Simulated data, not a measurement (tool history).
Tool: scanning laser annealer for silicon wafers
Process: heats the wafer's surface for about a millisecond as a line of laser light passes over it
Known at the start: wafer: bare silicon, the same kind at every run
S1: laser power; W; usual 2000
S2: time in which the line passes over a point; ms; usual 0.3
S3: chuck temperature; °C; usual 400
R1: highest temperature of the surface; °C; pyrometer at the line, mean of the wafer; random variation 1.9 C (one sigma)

run,hour,S1,S2,S3,R1
1,0,2000,0.3,400,1200
2,21.2,2000,0.3,400,1197
3,54,2000,0.3,370,1167
4,81.3,2000,0.3,370,1164
5,104.3,2000,0.3,400,1195
6,128.3,2000,0.3,400,1190
7,174.8,2000,0.261,400,1134
8,207,2000,0.261,400,1134
9,231.2,1929,0.29,378,1121

Run 10 comes next. What will it give?
10,251.9,1818,0.344,400,?

R1: 1152 °C
Without the tool's hidden state the same run would have given R1 1193 °C.
